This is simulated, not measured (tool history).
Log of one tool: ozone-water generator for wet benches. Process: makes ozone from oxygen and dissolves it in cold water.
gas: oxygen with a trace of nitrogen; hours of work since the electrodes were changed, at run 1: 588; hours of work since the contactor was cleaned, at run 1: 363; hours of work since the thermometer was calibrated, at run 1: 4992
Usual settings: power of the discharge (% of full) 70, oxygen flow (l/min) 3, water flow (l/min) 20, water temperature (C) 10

run	hour	power of the discharge (% of full)	oxygen flow (l/min)	water flow (l/min)	water temperature (C)	hours of work since the electrodes were changed	hours of work since the contactor was cleaned	hours of work since the thermometer was calibrated	dissolved ozone (ppm)	ozone in the gas ahead of the water (g/m3)
1	0	70	3	20	10	588	363	4992	15.7	170.1
2	35	70	3	20	10	617	392	5021	15.6	170.3
3	71.2	70	3	20	10	646	421	5050	15.6	169.6
4	107.9	70	3	20	10	676	451	5080	15.6	170.1
5	139.4	70	3	20	10	702	477	5106	15.6	169.6
6	175.2	70	3	20	11	731	506	5135	15.2	167.9
7	211.3	70	3	20	6	761	536	5165	16.1	170.3
8	227.3	70	3	20	10	774	549	5178	15.3	168.8
# hour 262.9: water thermometer calibrated
9	263.8	70	3	20	10	803	578	1	15.7	169.2
10	293.7	70	3	16	10	828	603	25	18.9	168.7
# hour 300.9: contactor cleaned
11	317.8	70	1.73	16	10	844	14	42	17	231.3
12	340.1	70	1.73	16	10	862	32	60	17.1	231.4
13	363.8	70	1.73	16	10	882	51	79	17.1	230.9
14	383.2	70	1.73	16	10	898	67	95	17.1	230.6
15	412.5	70	1.73	16	10	922	91	119	17.1	231.3
16	428.7	70	1.73	16	10	935	104	132	17.1	230.9
17	463.6	50	5.13	15	7	963	133	161	16	93
# hour 487.3: contactor cleaned, once more
18	504.1	48	4.28	20	16	993	14	190	10.9	98.8
19	531.9	48	2.52	22	16	1016	36	213	9.5	132.8
20	558.4	95	2.52	22	9	1038	58	235	17.9	244.2
21	582.5	63	3	24	10	1057	78	255	11.8	152.8
22	600	57	3	24	13	1071	92	269	10.3	141.1
23	633.2	41	3	24	13	1099	119	296	7.9	105.8
24	663.4	93	4.11	22	6	1123	144	321	19.3	179.8
25	701.1	55	5.14	23	7	1154	175	351	12.2	99.7
26	730.3	76	5.14	13	11	1178	199	375	24.2	131.8
27	759.6	61	3.3	21	6	1202	223	399	14	141
28	796.2	70	3	14	12	1232	252	429	21.1	167
29	833.6	70	3	14	12	1262	283	460	20.6	167.9
30	855.4	70	3	14	12	1280	301	478	20.5	168.7
31	876	70	5.31	14	8	1297	318	494	21.9	121.4
32	898.7	70	5.31	14	8	1316	336	513	21.9	120.7

4 ways to go on from here, each from the tool as it stands after run 32. What would each give?
A	926	58	4.45	18	8	1338	358	535	?	?
B	926	70	5.31	18	8	1338	358	535	?	?
C	926	70	3	20	5	1338	358	535	?	?
D	926	54	4.81	14	9	1338	358	535	?	?

run	dissolved ozone (ppm)	ozone in the gas ahead of the water (g/m3)
A	15.3	115.2
B	17.9	121.1
C	15.8	167
D	17.7	102.7
Without the tool's hidden state the same runs would have given:
run	dissolved ozone (ppm)	ozone in the gas ahead of the water (g/m3)
A	15.7	117.1
B	18.4	123.5
C	16.2	170.4
D	18	104.3
